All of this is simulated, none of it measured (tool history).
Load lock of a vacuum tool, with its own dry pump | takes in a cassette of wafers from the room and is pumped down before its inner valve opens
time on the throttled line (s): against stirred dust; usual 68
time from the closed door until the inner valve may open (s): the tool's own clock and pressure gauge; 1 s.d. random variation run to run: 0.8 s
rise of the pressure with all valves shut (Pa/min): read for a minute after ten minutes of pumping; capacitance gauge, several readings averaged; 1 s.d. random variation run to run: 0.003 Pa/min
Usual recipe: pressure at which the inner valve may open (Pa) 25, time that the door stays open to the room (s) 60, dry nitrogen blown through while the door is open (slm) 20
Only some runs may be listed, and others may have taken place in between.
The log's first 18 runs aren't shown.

run,hour,time on the throttled line (s),pressure at which the inner valve may open (Pa),time that the door stays open to the room (s),dry nitrogen blown through while the door is open (slm),"incoming humidity of the room's air, %",time from the closed door until the inner valve may open (s),rise of the pressure with all valves shut (Pa/min)
19,1322.9,68,18,32,20,48.5,128.6,0.362
20,1420.2,68,18,32,20,43.1,128.9,0.367
21,1489.2,68,49,60,20,41.0,120.2,0.389
22,1535.1,68,25,53,23,49.8,124.8,0.401
23,1605.4,68,20,61,23,42.0,128.7,0.399
24,1680.3,68,20,61,23,48.3,128.5,0.413
25,1780.0,34,20,27,23,44.7,100.0,0.405
26,1842.2,68,23,57,40,42.1,126.7,0.417
27,1901.6,124,38,224,12,44.7,168.8,0.510
28,1946.5,68,25,75,20,43.3,125.1,0.463
29,1998.8,68,31,60,38,43.0,125.2,0.462
30,2057.4,37,31,212,15,44.0,99.4,0.523
31,2134.1,93,25,42,10,46.0,146.8,0.480
32,2215.6,89,40,188,18,42.6,141.5,0.530
33,2322.0,89,40,188,18,41.7,138.3,0.542
# hour 2362.7: door's seal changed, seat wiped
34,2400.5,89,40,188,18,47.2,140.2,0.077
35,2508.5,68,27,60,24,43.0,126.0,0.040
36,2571.6,68,25,95,5,46.8,127.4,0.078
37,2627.7,68,25,95,5,44.4,127.1,0.074

Alternative continuations, all from the tool just after run 37; predict every row:
A,2688.3,61,25,35,41,44.1,?,?
B,2688.3,102,22,95,5,44.5,?,?
C,2688.3,68,25,60,5,43.1,?,?

run,time from the closed door until the inner valve may open (s),rise of the pressure with all valves shut (Pa/min)
A,119.9,0.023
B,156.5,0.079
C,127.4,0.062
With the hidden condition removed and each run's random variation left untouched, the same runs would have given:
run,time from the closed door until the inner valve may open (s),rise of the pressure with all valves shut (Pa/min)
A,116.3,0.014
B,153.2,0.070
C,123.7,0.053
